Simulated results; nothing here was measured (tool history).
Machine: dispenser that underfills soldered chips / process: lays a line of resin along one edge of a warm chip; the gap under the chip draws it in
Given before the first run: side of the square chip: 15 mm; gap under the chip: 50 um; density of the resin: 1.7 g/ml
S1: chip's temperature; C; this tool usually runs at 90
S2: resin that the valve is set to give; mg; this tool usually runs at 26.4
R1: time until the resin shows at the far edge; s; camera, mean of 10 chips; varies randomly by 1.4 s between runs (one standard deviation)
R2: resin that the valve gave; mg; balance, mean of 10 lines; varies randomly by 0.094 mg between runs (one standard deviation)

{"run": 1, "day": 0.0, "S1": 90, "S2": 26.4, "R1": 166.1, "R2": 26.25}
{"day": 0.183, "done": "new syringe of resin"}
{"run": 2, "day": 0.292, "S1": 90, "S2": 26.4, "R1": 149.8, "R2": 25.94}
{"run": 3, "day": 0.5, "S1": 90, "S2": 26.4, "R1": 174.7, "R2": 25.82}
{"day": 0.571, "done": "new syringe of resin"}
{"run": 4, "day": 0.783, "S1": 90, "S2": 26.4, "R1": 164.4, "R2": 25.79}
{"day": 0.962, "done": "new syringe of resin"}
{"run": 5, "day": 1.0, "S1": 90, "S2": 24.3, "R1": 149.7, "R2": 23.51}
{"run": 6, "day": 1.25, "S1": 90, "S2": 24.3, "R1": 183, "R2": 23.49}
{"day": 1.371, "done": "new syringe of resin"}
{"run": 7, "day": 1.383, "S1": 90, "S2": 24.3, "R1": 153.9, "R2": 23.58}
{"run": 8, "day": 1.538, "S1": 90, "S2": 24.3, "R1": 169.6, "R2": 23.4}
{"run": 9, "day": 1.696, "S1": 78, "S2": 27.8, "R1": 264, "R2": 26.66}
{"day": 1.762, "done": "new syringe of resin"}
{"run": 10, "day": 1.829, "S1": 97, "S2": 23.3, "R1": 128.1, "R2": 22.46}
{"run": 11, "day": 2.088, "S1": 104, "S2": 25.8, "R1": 121.3, "R2": 24.74}
{"day": 2.154, "done": "new syringe of resin"}
{"run": 12, "day": 2.367, "S1": 77, "S2": 28.1, "R1": 246.5, "R2": 26.7}
{"day": 2.542, "done": "new syringe of resin"}
{"run": 13, "day": 2.542, "S1": 95, "S2": 26.4, "R1": 126.8, "R2": 25.13}
{"run": 14, "day": 2.721, "S1": 103, "S2": 24.4, "R1": 117.8, "R2": 23.18}
{"day": 2.933, "done": "new syringe of resin"}
{"run": 15, "day": 3.0, "S1": 102, "S2": 33.5, "R1": 103.5, "R2": 31.89}
{"run": 16, "day": 3.25, "S1": 102, "S2": 33.5, "R1": 127, "R2": 31.57}

Each row is a separate what-if for the run after 16, all from the same tool condition, not one after another. Results?
{"day": 3.321, "done": "new syringe of resin"}
{"run": "A", "day": 3.408, "S1": 76, "S2": 25.3, "R1": "?", "R2": "?"}
{"day": 3.321, "done": "new syringe of resin"}
{"run": "B", "day": 3.408, "S1": 85, "S2": 24.4, "R1": "?", "R2": "?"}
{"day": 3.321, "done": "new syringe of resin"}
{"run": "C", "day": 3.408, "S1": 85, "S2": 29.6, "R1": "?", "R2": "?"}

run=A R1=246.3 R2=23.82
run=B R1=189.9 R2=23.07
run=C R1=182.3 R2=28.09
With no hidden state in the tool, these same runs would have given:
run=A R1=218.3 R2=25.29
run=B R1=168 R2=24.49
run=C R1=163.2 R2=29.82
